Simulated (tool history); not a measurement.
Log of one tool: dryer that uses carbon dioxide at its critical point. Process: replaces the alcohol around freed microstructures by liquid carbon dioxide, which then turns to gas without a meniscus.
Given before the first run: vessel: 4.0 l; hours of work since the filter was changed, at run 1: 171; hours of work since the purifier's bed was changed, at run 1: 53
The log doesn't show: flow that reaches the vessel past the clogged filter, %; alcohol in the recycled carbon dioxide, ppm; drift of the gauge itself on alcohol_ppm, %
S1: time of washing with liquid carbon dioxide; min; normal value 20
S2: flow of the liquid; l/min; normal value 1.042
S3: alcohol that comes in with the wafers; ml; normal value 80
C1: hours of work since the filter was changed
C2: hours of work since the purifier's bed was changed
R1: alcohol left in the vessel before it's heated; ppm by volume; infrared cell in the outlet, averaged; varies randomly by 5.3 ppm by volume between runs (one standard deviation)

run,hour,S1,S2,S3,C1,C2,R1
1,0,20,1.042,80,171,53,163
2,8,19,1.042,80,176,58,223
3,15.8,19,1.15,80,181,63,147
4,27.3,19,1.15,80,188,71,156
5,39.6,20,1.042,80,196,78,191
6,44.8,20,1.042,27,199,82,85
7,55.9,20,1.042,27,206,89,100
8,67.1,20,1.042,80,214,96,199
9,74.6,20,1.042,80,218,100,192
10,79.9,20,1.042,80,222,104,188
11,86.9,20,1.39,80,226,108,85
12,92.6,20,1.39,80,230,112,83
13,102.9,26,1.042,80,236,118,95
14,108,17,0.96,46,239,122,296
15,117.9,16,1.69,28,246,128,60
16,129.8,20,1.35,28,253,135,77
17,136.4,15,1.63,29,257,140,87
18,141.8,17,1.55,80,261,143,107
19,150.9,31,1.55,37,266,149,73
20,157.7,31,1.55,40,271,153,60
21,166.2,29,1.14,95,276,158,87
22,171.5,16,0.85,30,279,162,373
23,179.5,19,1.58,24,285,167,85
24,189.4,19,1.58,24,291,173,91
25,197.6,24,1.64,28,296,178,77

Results per run with the tool's hidden condition removed, run-to-run variation unchanged:
run,R1
1,120
2,171
3,100
4,107
5,134
6,41
7,55
8,130
9,122
10,118
11,32
12,30
13,37
14,208
15,4
16,17
17,23
18,35
19,10
20,0
21,18
22,263
23,14
24,16
25,3
